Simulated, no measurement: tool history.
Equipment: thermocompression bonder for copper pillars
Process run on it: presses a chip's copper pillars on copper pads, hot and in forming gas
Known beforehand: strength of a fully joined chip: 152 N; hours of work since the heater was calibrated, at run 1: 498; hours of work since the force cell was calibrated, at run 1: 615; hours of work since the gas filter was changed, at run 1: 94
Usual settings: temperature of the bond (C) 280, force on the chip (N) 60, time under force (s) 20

run     day  temperature of the bond (C)  force on the chip (N)  time under force (s)  hours of work since the heater was calibrated  hours of work since the force cell was calibrated  hours of work since the gas filter was changed  force that shears a chip off (N)
  1   0.000                          280                     60                    20                                            498                                                615                                              94                              87.1
  2   2.983                          280                     60                    20                                            532                                                649                                             127                              85.3
  3   5.054                          280                     60                    20                                            555                                                673                                             151                              87.2
  4   8.146                          280                     60                    20                                            590                                                708                                             186                              82.4
      8.962  -- force cell calibrated
  5  10.917                          280                     60                    36                                            621                                                 22                                             217                              98.5
  6  12.558                          280                     60                    36                                            640                                                 41                                             235                              97.8
  7  14.717                          280                     60                    36                                            664                                                 65                                             260                              94.6
     15.908  -- forming gas filter changed
  8  16.154                          280                     60                    36                                            680                                                 81                                               3                             107.9
  9  19.042                          280                     42                    20                                            713                                                114                                              36                              67.3
 10  20.392                          280                     42                    20                                            728                                                129                                              51                              66.7
 11  21.912                          280                     42                    20                                            746                                                147                                              68                              66.7
 12  23.350                          280                     60                    29                                            762                                                163                                              84                              96.9
     25.454  -- heater calibrated with a thermocouple chip
 13  26.512                          280                     60                    29                                             12                                                198                                             119                             105.4
 14  27.933                          303                     60                    20                                             28                                                214                                             136                             105.4
 15  30.225                          303                     60                    20                                             54                                                240                                             162                             106.5
 16  31.742                          303                     60                    41                                             71                                                257                                             179                             119.1
 17  34.500                          303                     60                    41                                            103                                                289                                             210                             117.3
 18  36.088                          304                     60                    20                                            121                                                307                                             228                             101.7
 19  39.192                          280                     60                    20                                            156                                                342                                             263                              84.6
     40.208  -- forming gas filter changed
 20  41.071                          280                     83                    53                                            177                                                363                                              10                             137.5
 21  42.358                          252                     53                    10                                            192                                                378                                              24                              53.0
 22  44.512                          252                     53                    10                                            216                                                402                                              49                              52.3
 23  47.183                          256                     67                    25                                            246                                                432                                              79                              89.7
 24  48.500                          256                     67                    25                                            261                                                447                                              94                              89.9
 25  50.079                          260                     67                    25                                            279                                                465                                             112                              89.9
 26  52.721                          291                     60                    14                                            309                                                495                                             142                              87.8
 27  55.371                          291                     60                    14                                            339                                                525                                             172                              85.6
 28  58.438                          274                     51                    47                                            374                                                560                                             207                              96.4
 29  60.708                          280                     60                    14                                            400                                                586                                             233                              76.2
 30  62.483                          259                     73                    26                                            420                                                606                                             253                              90.4
 31  64.192                          280                     39                    20                                            439                                                625                                             272                              58.8
     64.475  -- forming gas filter changed
 32  66.521                          280                     39                    20                                            466                                                652                                              23                              63.7
 33  68.762                          291                     87                    11                                            491                                                677                                              49                             107.3
 34  70.508                          299                     60                    53                                            511                                                697                                              68                             123.0
     72.267  -- force cell calibrated
 35  73.321                          299                     60                    53                                            542                                                 12                                             100                             126.2
 36  75.150                          280                     66                    38                                            563                                                 33                                             120                             112.3
 37  77.396                          280                     66                    38                                            588                                                 58                                             146                             111.9
 38  78.771                          295                     46                    51                                            604                                                 74                                             162                             106.1

For some of the steps in force that shears a chip off (N) from one run to the next: how much would appear even if the tool had no hidden state, given the settings, what came in and random variation, and how much remains for the hidden state plus any gauge scatter that the measured result and the result without hidden state don't share?
The tool's hidden condition here consists of: true temperature of the bond over the reading, C; force that reaches the chip, % of what is set; oxide that the forming gas leaves, % of the face; drift of the gauge itself on shear_n, %.
Run 7 -> 8: forming gas filter changed. force that shears a chip off (N) +13.3: hidden state +11.6, all else +1.7.
Run 19 -> 20: force on the chip (N) 60 -> 83, time under force (s) 20 -> 53, forming gas filter changed. force that shears a chip off (N) +52.9: hidden state +10.6, all else +42.3.
Run 20 -> 21: temperature of the bond (C) 280 -> 252, force on the chip (N) 83 -> 53, time under force (s) 53 -> 10. force that shears a chip off (N) -84.5: hidden state -0.7, all else -83.8.
Run 31 -> 32: forming gas filter changed. force that shears a chip off (N) +4.9: hidden state +6.1, all else -1.2.
Run 32 -> 33: temperature of the bond (C) 280 -> 291, force on the chip (N) 39 -> 87, time under force (s) 20 -> 11. force that shears a chip off (N) +43.6: hidden state -2.3, all else +45.9.
